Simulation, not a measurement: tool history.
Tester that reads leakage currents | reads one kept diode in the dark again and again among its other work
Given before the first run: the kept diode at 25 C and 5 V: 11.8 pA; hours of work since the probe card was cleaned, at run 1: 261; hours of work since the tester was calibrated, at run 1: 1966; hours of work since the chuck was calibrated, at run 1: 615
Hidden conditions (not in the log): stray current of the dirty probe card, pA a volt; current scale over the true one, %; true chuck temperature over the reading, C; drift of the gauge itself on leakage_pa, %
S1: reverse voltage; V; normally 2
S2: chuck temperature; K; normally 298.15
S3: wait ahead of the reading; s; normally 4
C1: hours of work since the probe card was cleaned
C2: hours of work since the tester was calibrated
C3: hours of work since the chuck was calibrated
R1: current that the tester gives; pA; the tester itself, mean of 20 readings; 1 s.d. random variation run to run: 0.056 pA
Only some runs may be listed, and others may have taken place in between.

run,hour,S1,S2,S3,C1,C2,C3,R1
1,0,2,298.15,4,261,1966,615,8.27
2,134.4,1.89,298.15,4,323,2027,676,8.15
3,238.3,1.38,298.15,4,370,2074,724,7.11
4,361,1.38,298.15,4,426,2131,780,7.17
5,419.8,2,298.15,3.67,453,2157,807,8.54
6,507.3,2,298.15,4,493,2197,847,8.57
7,636.9,2,298.15,3.01,552,2257,906,8.74
8,736.8,2,298.15,3.01,598,2302,952,8.85
# hour 778.3: chuck's temperature calibrated
9,860.2,2,298.15,0.59,653,2358,37,10.78
10,943.9,2,298.15,0.59,691,2396,76,10.87
11,1062.5,2,298.15,0.59,746,2450,130,10.92
12,1165.7,2,298.15,0.59,793,2497,177,10.89
13,1291.3,2,307.15,0.59,850,2555,234,18.6
14,1387.7,15.04,298.15,4,894,2599,278,34.97
15,1525.6,15.04,298.15,4,957,2662,341,35.76
16,1634.1,2,298.15,4,1007,2711,391,10.65
17,1737.8,2,298.15,4,1054,2759,438,10.62
18,1801.3,2,298.15,4,1083,2788,467,10.6
19,1896.7,2,298.15,4,1127,2831,511,10.78
20,2002.8,2,298.15,4,1175,2880,559,10.77
21,2107.9,3.4,313.15,4,1223,2928,607,33.11
22,2210.3,3.4,313.15,0.6,1270,2974,654,33.97
23,2318.4,3.36,298.15,9.43,1319,3024,704,14.72
24,2456.7,1.93,298.15,1.31,1382,3087,767,11.02
25,2536,1.93,298.15,1.31,1419,3123,803,11.05
26,2629.9,1.93,298.15,1.31,1462,3166,846,10.98
27,2715.5,2.87,300.15,4,1501,3205,885,15.35
28,2860.6,7.3,322.15,1.96,1567,3271,951,78.42
# hour 2904.5: chuck's temperature calibrated
29,2988.4,10.4,322.15,8.38,1624,3329,38,105.66
30,3078,2,295.15,0.97,1665,3370,79,11.49
# hour 3152.4: probe card cleaned and baked
31,3199.1,8.6,294.15,0.38,21,3424,133,15.25
32,3322.7,8.6,297.15,0.99,78,3480,190,15.93
33,3389.1,8.6,297.15,0.99,108,3511,220,16.09
# hour 3419.1: tester calibrated
34,3531.2,2,314.15,4,172,51,284,26.02
35,3674.2,11.32,313.15,4,237,117,349,48.07
36,3810.8,11.32,299.15,5.78,300,179,412,20.54
37,3920.3,1.72,330.15,0.79,350,229,462,66.61

Run 38, settings as shown, results not yet in. Your forecast:
38,4055.9,2,294.15,1.94,412,291,524,?

{"run 38": {"R1": 6.84}}
Without the tool's hidden state the same run would have given R1 6.38 pA.
